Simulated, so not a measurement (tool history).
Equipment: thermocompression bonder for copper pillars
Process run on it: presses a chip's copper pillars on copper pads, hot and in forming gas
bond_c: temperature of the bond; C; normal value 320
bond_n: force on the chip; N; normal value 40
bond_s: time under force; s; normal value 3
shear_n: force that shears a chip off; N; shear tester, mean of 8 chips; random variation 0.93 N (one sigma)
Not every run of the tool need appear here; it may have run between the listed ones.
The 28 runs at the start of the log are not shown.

Run 29, hour 835.1: usual settings but bond_c 293 C, bond_n 59 N, bond_s 2 s. Result: shear_n 76.9 N.
At hour 845.9: forming gas filter changed.
Run 30, hour 870.7: usual settings but bond_c 333 C, bond_n 49 N, bond_s 2 s. Result: shear_n 98.6 N.
Run 31, hour 892.8: usual settings but bond_c 292 C, bond_n 49 N, bond_s 5 s. Result: shear_n 89.5 N.
Run 32, hour 932.7: usual settings but bond_c 316 C, bond_n 47 N, bond_s 2 s. Result: shear_n 81.2 N.
Run 33, hour 957.5: usual settings but bond_c 316 C, bond_n 47 N, bond_s 2 s. Result: shear_n 78.7 N.
At hour 977.2: forming gas filter changed.
Run 34, hour 980.5: usual settings but bond_c 345 C, bond_n 47 N. Result: shear_n 110.6 N.
Run 35, hour 1020.3: usual settings but bond_c 291 C, bond_n 26 N, bond_s 7 s. Result: shear_n 54.9 N.
Run 36, hour 1060.7: usual settings but bond_c 304 C, bond_n 52 N, bond_s 8 s. Result: shear_n 104.9 N.
Run 37, hour 1099.5: usual settings but bond_c 304 C, bond_n 52 N, bond_s 8 s. Result: shear_n 102 N.
At hour 1106.3: forming gas filter changed.
Run 38, hour 1136.8: usual settings but bond_c 304 C, bond_n 52 N, bond_s 8 s. Result: shear_n 109.6 N.

Predict each of these 5 candidate next runs independently; none follows another, all start after run 38:
Run A, hour 1177.8: usual settings but bond_c 304 C, bond_n 52 N, bond_s 2 s. Result: shear_n ?.
Run B, hour 1177.8: usual settings but bond_c 300 C, bond_n 52 N. Result: shear_n ?.
Run C, hour 1177.8: usual settings but bond_c 343 C, bond_s 5 s. Result: shear_n ?.
Run D, hour 1177.8: usual settings but bond_c 329 C, bond_n 51 N, bond_s 5 s. Result: shear_n ?.
Run E, hour 1177.8: usual settings but bond_c 323 C, bond_n 34 N, bond_s 7 s. Result: shear_n ?.

run  shear_n
  A     80.4
  B     85.1
  C    104.6
  D    108.7
  E       92
Had the tool no hidden state, the same runs would have come out as:
run  shear_n
  A     90.8
  B     95.6
  C    114.5
  D    118.1
  E    102.3
